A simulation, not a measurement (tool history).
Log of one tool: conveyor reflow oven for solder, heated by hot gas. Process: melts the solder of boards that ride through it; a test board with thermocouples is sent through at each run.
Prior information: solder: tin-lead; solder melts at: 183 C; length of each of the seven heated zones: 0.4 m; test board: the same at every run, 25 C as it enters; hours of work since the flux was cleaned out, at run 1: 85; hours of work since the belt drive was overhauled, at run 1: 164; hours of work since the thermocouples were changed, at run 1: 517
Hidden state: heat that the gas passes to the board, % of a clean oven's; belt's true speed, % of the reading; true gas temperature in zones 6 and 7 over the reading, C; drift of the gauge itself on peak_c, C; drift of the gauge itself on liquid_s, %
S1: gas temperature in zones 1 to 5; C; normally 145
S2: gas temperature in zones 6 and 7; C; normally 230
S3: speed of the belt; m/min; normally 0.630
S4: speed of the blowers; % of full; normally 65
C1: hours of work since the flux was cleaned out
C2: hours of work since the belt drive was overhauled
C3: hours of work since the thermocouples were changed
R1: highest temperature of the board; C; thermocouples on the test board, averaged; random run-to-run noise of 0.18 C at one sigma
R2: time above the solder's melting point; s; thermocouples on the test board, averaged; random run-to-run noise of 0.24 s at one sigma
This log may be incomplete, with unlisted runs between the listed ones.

run   hour   S1   S2     S3  S4   C1   C2   C3     R1    R2
  1    0.0  145  230  0.630  65   85  164  517  214.9  58.1
  2    7.3  145  230  0.587  65   88  167  520  217.3  64.1
  3   17.0  132  230  0.630  65   92  172  525  212.8  50.9
  4   25.0  145  230  0.630  65   96  175  528  215.4  57.8
  5   31.0  145  230  0.630  65   99  178  531  215.2  58.5
  6   36.0  145  230  0.630  51  101  180  533  209.9  52.0
  7   41.5  145  230  0.630  73  103  182  536  217.3  59.8
  8   46.8  145  230  0.543  65  106  185  538  219.0  71.6
  9   54.8  145  230  0.543  65  109  188  542  219.2  71.9
 10   60.0  145  230  0.685  56  111  191  544  209.1  46.5
 11   70.7  140  220  0.636  65  116  195  549  205.2  46.1
 12   79.3  130  243  0.533  65  120  199  552  229.0  74.5
 13   84.3  145  239  0.630  67  122  202  555  223.0  64.0
 14   91.6  145  223  0.630  67  126  205  558  209.3  53.3
 15   97.1  131  223  0.630  67  128  207  560  206.8  45.6
 16  107.8  145  230  0.559  65  133  212  565  218.2  68.7

Pick out some run-to-run changes in R1. Of each, how much would a tool without hidden state show as well, from the settings, what came in and chance, and how much is left for the hidden state and any gauge scatter not in both results compared?
Run 2 -> 3: S1 145 -> 132, S3 0.587 -> 0.630. R1 -4.5 C: hidden state -0.2, all else -4.3.
Run 11 -> 12: S1 140 -> 130, S2 220 -> 243, S3 0.636 -> 0.533. R1 +23.8 C: hidden state +0.0, all else +23.8.
